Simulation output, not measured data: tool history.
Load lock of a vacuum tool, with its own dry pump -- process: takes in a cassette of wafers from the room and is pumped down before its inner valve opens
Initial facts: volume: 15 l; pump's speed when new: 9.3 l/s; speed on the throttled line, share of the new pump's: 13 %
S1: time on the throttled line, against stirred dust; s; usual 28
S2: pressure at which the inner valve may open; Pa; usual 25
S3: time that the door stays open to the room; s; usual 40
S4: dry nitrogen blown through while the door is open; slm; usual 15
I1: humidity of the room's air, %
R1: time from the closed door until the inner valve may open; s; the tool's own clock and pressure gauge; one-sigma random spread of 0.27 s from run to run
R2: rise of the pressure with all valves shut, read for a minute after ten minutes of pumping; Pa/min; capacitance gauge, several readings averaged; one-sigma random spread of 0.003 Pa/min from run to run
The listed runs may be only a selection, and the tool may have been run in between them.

run	hour	S1	S2	S3	S4	I1	R1	R2
1	0	28	25	40	15	42.6	37.6	0.045
2	318.8	28	25	40	34	42	37.6	0.039
3	570.3	28	25	40	34	45.8	38	0.037
# hour 790.8: door's seal changed, seat wiped
4	906.2	28	25	40	15	45.4	37.7	0.049
5	1179.6	28	25	40	15	42.9	37.9	0.048
6	1520.1	20	25	40	15	48.6	30.6	0.046
7	1915.3	20	25	40	15	45	30.8	0.048
8	2131.4	28	19	40	15	44.5	37.8	0.048
9	2334.5	28	25	40	39	45.5	37.9	0.039
10	2533.7	28	25	40	39	47.7	37.4	0.037
11	2750	28	23	40	15	41.9	37.7	0.048
12	3085.4	28	23	40	15	45.1	37.9	0.046
13	3352.4	28	23	40	15	41.9	38.5	0.047
14	3678.6	28	23	40	15	44.9	37.8	0.05
15	3864.2	28	23	40	15	42.2	37.9	0.047
16	4122.6	28	23	40	15	43.8	37.7	0.05
17	4316.6	28	23	40	15	41.2	38	0.043
18	4550.5	28	23	40	5	45.9	37.9	0.068
19	4907.7	28	31	40	15	42.7	37.3	0.049
20	5221.3	28	31	40	15	41.8	37.2	0.045
21	5534.6	28	31	40	15	47.4	37.7	0.048
22	5923.5	28	24	64	15	45.3	38	0.064
23	6271.6	28	20	193	34	44.7	37.9	0.091
24	6605.5	40	32	40	15	45.4	47.7	0.049
# hour 6861.6: dry pump taken out, an overhauled one fitted
25	6988.5	16	25	52	15	43.7	27.4	0.064
26	7266.4	28	25	40	17	43.8	37.3	0.05
27	7668.3	54	29	55	17	44.8	60.6	0.056
28	8047.8	54	29	55	17	43.5	60.2	0.056
29	8449.1	54	29	55	17	44.8	60.4	0.056
30	8750.1	54	29	55	17	47.1	60	0.058
31	8997	54	29	55	17	49.3	59.9	0.064
32	9277.2	16	27	40	6	48.9	27.1	0.069
33	9463	38	27	121	30	48.6	46	0.075
34	9841.8	33	37	41	5	45.9	41.6	0.067
35	10089.6	28	45	40	15	46.9	37.1	0.053
36	10273.2	42	25	40	8	45.6	50	0.06
37	10634.5	28	20	39	15	46.6	38.2	0.05

3 ways to go on from here, each from the tool as it stands after run 37. What would each give?
A	10868.9	47	20	91	6	45.5	?	?
B	10868.9	28	37	94	29	47.4	?	?
C	10868.9	28	20	193	15	44.3	?	?

run	R1	R2
A	54.2	0.098
B	37.2	0.065
C	37.3	0.124
Stripped of hidden state, with their random variation kept, the same runs would have yielded:
run	R1	R2
A	54.2	0.097
B	37.2	0.063
C	37.3	0.122
